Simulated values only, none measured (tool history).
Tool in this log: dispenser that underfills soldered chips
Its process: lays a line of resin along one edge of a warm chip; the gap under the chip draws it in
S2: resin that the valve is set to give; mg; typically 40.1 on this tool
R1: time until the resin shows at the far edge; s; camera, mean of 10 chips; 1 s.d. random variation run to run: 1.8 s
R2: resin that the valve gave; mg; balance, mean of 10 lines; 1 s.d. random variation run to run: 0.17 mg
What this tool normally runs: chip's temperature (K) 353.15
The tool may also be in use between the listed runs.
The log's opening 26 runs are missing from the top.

At hour 234.7: new syringe of resin.
At hour 244.0: new syringe of resin.
Run 27, hour 244.0: usual settings but chip's temperature (K) 352.15. Result: R1 203.0 s, R2 38.61 mg.
Run 28, hour 251.2: usual settings but chip's temperature (K) 352.15. Result: R1 288.2 s, R2 38.05 mg.
At hour 253.2: new syringe of resin.
At hour 254.2: dispensing valve cleaned and set on the balance.
Run 29, hour 258.9: usual settings but chip's temperature (K) 349.15, S2 38.7 mg. Result: R1 291.3 s, R2 38.45 mg.
At hour 263.3: new syringe of resin.
Run 30, hour 270.5: usual settings but S2 44.6 mg. Result: R1 262.6 s, R2 44.87 mg.
At hour 272.9: new syringe of resin.
Run 31, hour 280.4: usual settings but S2 44.6 mg. Result: R1 276.1 s, R2 44.19 mg.
At hour 281.7: new syringe of resin.
At hour 290.9: new syringe of resin.
Run 32, hour 291.4: usual settings but chip's temperature (K) 341.15, S2 43.5 mg. Result: R1 347.6 s, R2 43.12 mg.
Run 33, hour 296.7: usual settings but S2 41.7 mg. Result: R1 252.2 s, R2 41.04 mg.
At hour 299.7: new syringe of resin.
At hour 308.5: new syringe of resin.
Run 34, hour 308.5: usual settings but S2 41.7 mg. Result: R1 190.4 s, R2 40.80 mg.
At hour 317.4: new syringe of resin.
Run 35, hour 320.9: usual settings but chip's temperature (K) 365.15, S2 42.2 mg. Result: R1 129.4 s, R2 41.71 mg.

Forecast each of these 3 alternatives for the next run:
At hour 327.0: new syringe of resin.
Run A, hour 329.8: usual settings but chip's temperature (K) 347.15, S2 36.9 mg. Result: R1 ?, R2 ?.
At hour 327.0: new syringe of resin.
Run B, hour 329.8: usual settings but chip's temperature (K) 365.15. Result: R1 ?, R2 ?.
At hour 327.0: new syringe of resin.
Run C, hour 329.8: usual settings but chip's temperature (K) 354.15, S2 42.8 mg. Result: R1 ?, R2 ?.

run     R1     R2
  A  296.3  36.22
  B  124.6  39.51
  C  204.9  41.97
Stripped of hidden state, with their random variation kept, the same runs would have yielded:
run     R1     R2
  A  241.3  36.99
  B  102.4  40.35
  C  167.8  42.85

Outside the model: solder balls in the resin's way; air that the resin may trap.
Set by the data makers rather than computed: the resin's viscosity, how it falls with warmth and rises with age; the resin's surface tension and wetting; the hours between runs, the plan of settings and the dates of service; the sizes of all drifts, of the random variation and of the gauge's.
